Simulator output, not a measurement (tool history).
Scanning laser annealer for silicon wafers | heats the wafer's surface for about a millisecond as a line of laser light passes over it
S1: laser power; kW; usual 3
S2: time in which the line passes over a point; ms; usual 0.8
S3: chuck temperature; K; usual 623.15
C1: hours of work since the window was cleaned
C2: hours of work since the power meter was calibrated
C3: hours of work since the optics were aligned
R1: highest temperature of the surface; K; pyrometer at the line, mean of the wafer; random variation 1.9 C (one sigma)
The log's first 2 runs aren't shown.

Run 3, day 1.142: usual settings but S3 643.15 K; C1 86; C2 275; C3 86. Result: R1 1419.15 K.
Run 4, day 1.954: usual settings but S3 643.15 K; C1 99; C2 288; C3 99. Result: R1 1417.15 K.
Run 5, day 2.638: usual settings but S3 643.15 K; C1 109; C2 298; C3 109. Result: R1 1416.15 K.
Run 6, day 3.492: usual settings but S3 643.15 K; C1 122; C2 311; C3 122. Result: R1 1414.15 K.
Run 7, day 4.371: usual settings but S3 643.15 K; C1 136; C2 325; C3 136. Result: R1 1414.15 K.
Run 8, day 4.933: usual settings but S3 643.15 K; C1 145; C2 334; C3 145. Result: R1 1411.15 K.
Run 9, day 5.579: usual settings; C1 155; C2 343; C3 155. Result: R1 1390.15 K.
Run 10, day 6.158: usual settings; C1 163; C2 352; C3 163. Result: R1 1385.15 K.
Run 11, day 6.733: usual settings; C1 172; C2 361; C3 172. Result: R1 1388.15 K.
Run 12, day 7.742: usual settings; C1 188; C2 377; C3 188. Result: R1 1388.15 K.
Run 13, day 8.292: usual settings but S1 2.667 kW; C1 196; C2 385; C3 196. Result: R1 1272.15 K.
Run 14, day 9.267: usual settings but S1 2.667 kW; C1 211; C2 400; C3 211. Result: R1 1276.15 K.
Run 15, day 9.904: usual settings but S1 2.667 kW; C1 221; C2 410; C3 221. Result: R1 1273.15 K.
Run 16, day 10.908: usual settings but S1 2.667 kW; C1 237; C2 426; C3 237. Result: R1 1267.15 K.
Run 17, day 11.667: usual settings but S1 2.667 kW; C1 248; C2 437; C3 248. Result: R1 1267.15 K.
Run 18, day 12.317: usual settings; C1 258; C2 447; C3 258. Result: R1 1380.15 K.
Run 19, day 13.058: usual settings; C1 270; C2 459; C3 270. Result: R1 1378.15 K.
Run 20, day 13.962: usual settings; C1 284; C2 473; C3 284. Result: R1 1377.15 K.
Run 21, day 15.008: usual settings but S1 2.723 kW, S2 0.951 ms, S3 653.15 K; C1 300; C2 489; C3 300. Result: R1 1365.15 K.

Forecast run 22:
Run 22, day 15.567: usual settings but S1 2.723 kW, S2 0.951 ms, S3 653.15 K; C1 308; C2 497; C3 308. Result: R1 ?.

{"run 22": {"R1": 1365.15}}
Without the tool's hidden state the same run would have given R1 1401.15 K.

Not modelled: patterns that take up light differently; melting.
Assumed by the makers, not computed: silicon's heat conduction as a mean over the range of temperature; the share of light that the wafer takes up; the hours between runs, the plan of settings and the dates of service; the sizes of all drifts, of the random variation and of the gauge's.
